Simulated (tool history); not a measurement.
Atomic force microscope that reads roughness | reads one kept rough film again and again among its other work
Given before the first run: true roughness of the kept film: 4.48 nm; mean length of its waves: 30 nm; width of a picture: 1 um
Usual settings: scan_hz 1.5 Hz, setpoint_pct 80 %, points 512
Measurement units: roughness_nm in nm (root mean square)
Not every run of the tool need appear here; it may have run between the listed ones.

Run 1, hour 0: usual settings. Result: roughness_nm 2.559 nm (root mean square).
At hour 39.7: new tip fitted.
Run 2, hour 68.1: usual settings. Result: roughness_nm 3.229 nm (root mean square).
Run 3, hour 143.8: usual settings. Result: roughness_nm 2.783 nm (root mean square).
Run 4, hour 182.6: usual settings. Result: roughness_nm 2.591 nm (root mean square).
At hour 209.6: new tip fitted.
Run 5, hour 242: usual settings. Result: roughness_nm 3.198 nm (root mean square).
Run 6, hour 301.1: usual settings. Result: roughness_nm 2.821 nm (root mean square).
Run 7, hour 362.2: usual settings. Result: roughness_nm 2.574 nm (root mean square).
At hour 379.7: new tip fitted.
Run 8, hour 402.7: usual settings. Result: roughness_nm 3.233 nm (root mean square).
Run 9, hour 476.2: usual settings. Result: roughness_nm 2.82 nm (root mean square).
At hour 546: new tip fitted.
Run 10, hour 546: usual settings but setpoint_pct 82 %. Result: roughness_nm 3.353 nm (root mean square).
Run 11, hour 592.1: usual settings but setpoint_pct 82 %. Result: roughness_nm 3.076 nm (root mean square).
Run 12, hour 649.9: usual settings but setpoint_pct 82 %. Result: roughness_nm 2.783 nm (root mean square).
At hour 714.1: new tip fitted.
Run 13, hour 724.9: usual settings but setpoint_pct 82 %. Result: roughness_nm 3.264 nm (root mean square).
Run 14, hour 789.4: usual settings but setpoint_pct 82 %. Result: roughness_nm 2.85 nm (root mean square).
Run 15, hour 827.3: usual settings. Result: roughness_nm 2.738 nm (root mean square).
At hour 883.4: new tip fitted.
Run 16, hour 884.5: usual settings. Result: roughness_nm 3.406 nm (root mean square).
Run 17, hour 942.3: usual settings. Result: roughness_nm 3.011 nm (root mean square).
At hour 960: height scale calibrated on a step standard.
Run 18, hour 1007.8: usual settings. Result: roughness_nm 2.683 nm (root mean square).
At hour 1052.4: new tip fitted.
Run 19, hour 1053.5: usual settings but scan_hz 1.48 Hz. Result: roughness_nm 3.407 nm (root mean square).
Run 20, hour 1124.8: usual settings but scan_hz 1.48 Hz. Result: roughness_nm 2.975 nm (root mean square).
Run 21, hour 1196.3: usual settings but scan_hz 1.48 Hz. Result: roughness_nm 2.619 nm (root mean square).
At hour 1221: new tip fitted.
Run 22, hour 1257.7: usual settings but scan_hz 1.71 Hz. Result: roughness_nm 3.073 nm (root mean square).
Run 23, hour 1292: usual settings. Result: roughness_nm 2.93 nm (root mean square).
Run 24, hour 1361.4: usual settings. Result: roughness_nm 2.609 nm (root mean square).
At hour 1389.3: new tip fitted.
Run 25, hour 1408.7: usual settings but points 798. Result: roughness_nm 3.282 nm (root mean square).
Run 26, hour 1453.6: usual settings but scan_hz 1.74 Hz, setpoint_pct 70 %, points 987. Result: roughness_nm 3.164 nm (root mean square).
Run 27, hour 1499.4: usual settings but scan_hz 0.56 Hz, setpoint_pct 70 %, points 399. Result: roughness_nm 3.064 nm (root mean square).
At hour 1556.3: new tip fitted.
Run 28, hour 1573.5: usual settings but scan_hz 0.56 Hz, setpoint_pct 70 %, points 399. Result: roughness_nm 3.634 nm (root mean square).
Run 29, hour 1644.3: usual settings but scan_hz 0.56 Hz, setpoint_pct 70 %, points 399. Result: roughness_nm 3.177 nm (root mean square).
Run 30, hour 1690.2: usual settings but scan_hz 0.56 Hz, setpoint_pct 70 %, points 399. Result: roughness_nm 2.949 nm (root mean square).
At hour 1723: new tip fitted.
Run 31, hour 1738.9: usual settings but scan_hz 0.64 Hz, setpoint_pct 70 %, points 286. Result: roughness_nm 3.514 nm (root mean square).
Run 32, hour 1812.2: usual settings but scan_hz 0.64 Hz, setpoint_pct 74 %, points 568. Result: roughness_nm 3.096 nm (root mean square).
Run 33, hour 1858.1: usual settings but scan_hz 0.64 Hz, setpoint_pct 74 %, points 568. Result: roughness_nm 2.824 nm (root mean square).
At hour 1891.1: new tip fitted.
Run 34, hour 1932.7: usual settings but scan_hz 0.86 Hz, setpoint_pct 86 %, points 532. Result: roughness_nm 3.172 nm (root mean square).
Run 35, hour 1995.2: usual settings but scan_hz 0.86 Hz, setpoint_pct 86 %, points 532. Result: roughness_nm 2.827 nm (root mean square).
Run 36, hour 2031.3: usual settings but scan_hz 0.86 Hz, setpoint_pct 86 %, points 532. Result: roughness_nm 2.656 nm (root mean square).
At hour 2059: new tip fitted.
Run 37, hour 2084.2: usual settings but points 878. Result: roughness_nm 3.221 nm (root mean square).
Run 38, hour 2134.6: usual settings but scan_hz 1.55 Hz, setpoint_pct 66 %, points 720. Result: roughness_nm 3.156 nm (root mean square).
Run 39, hour 2168.1: usual settings but scan_hz 3.2 Hz, setpoint_pct 66 %, points 588. Result: roughness_nm 2.78 nm (root mean square).
At hour 2225.6: new tip fitted.
Run 40, hour 2231.9: usual settings but scan_hz 3.2 Hz, setpoint_pct 66 %, points 588. Result: roughness_nm 3.328 nm (root mean square).
Run 41, hour 2279.9: usual settings but scan_hz 0.76 Hz, points 551. Result: roughness_nm 3.204 nm (root mean square).
Run 42, hour 2313.6: usual settings but scan_hz 0.76 Hz, points 551. Result: roughness_nm 3.029 nm (root mean square).
Run 43, hour 2360.3: usual settings but scan_hz 0.77 Hz, points 601. Result: roughness_nm 2.776 nm (root mean square).
At hour 2393.9: new tip fitted.
Run 44, hour 2405.6: usual settings but scan_hz 0.77 Hz, points 601. Result: roughness_nm 3.483 nm (root mean square).
Run 45, hour 2445.8: usual settings but scan_hz 0.67 Hz, points 388. Result: roughness_nm 3.241 nm (root mean square).
Run 46, hour 2489.3: usual settings but scan_hz 0.67 Hz, points 388. Result: roughness_nm 2.972 nm (root mean square).
Run 47, hour 2529: usual settings but scan_hz 1.01 Hz, setpoint_pct 65 %, points 863. Result: roughness_nm 2.877 nm (root mean square).
At hour 2562.8: new tip fitted.
Run 48, hour 2580: usual settings but scan_hz 1.01 Hz, setpoint_pct 65 %, points 863. Result: roughness_nm 3.643 nm (root mean square).
Run 49, hour 2651.5: usual settings but scan_hz 1.01 Hz, setpoint_pct 65 %, points 863. Result: roughness_nm 3.157 nm (root mean square).
Run 50, hour 2701.8: usual settings but scan_hz 1.01 Hz, setpoint_pct 77 %, points 575. Result: roughness_nm 2.781 nm (root mean square).

What if the next run were any one of these 4? Each begins from the tool's condition after run 50:
At hour 2731: new tip fitted.
Run A, hour 2770.9: usual settings but scan_hz 0.54 Hz, setpoint_pct 77 %, points 350. Result: roughness_nm ?.
At hour 2731: new tip fitted.
Run B, hour 2770.9: usual settings but scan_hz 1.53 Hz, setpoint_pct 85 %, points 637. Result: roughness_nm ?.
At hour 2731: new tip fitted.
Run C, hour 2770.9: usual settings but scan_hz 1.01 Hz, points 575. Result: roughness_nm ?.
At hour 2731: new tip fitted.
Run D, hour 2770.9: usual settings but scan_hz 1.22 Hz, setpoint_pct 77 %, points 575. Result: roughness_nm ?.

run  roughness_nm
  A         3.439
  B         3.063
  C         3.312
  D         3.278
With the hidden condition removed and each run's random variation left untouched, the same runs would have given:
run  roughness_nm
  A         3.732
  B         3.325
  C         3.595
  D         3.559
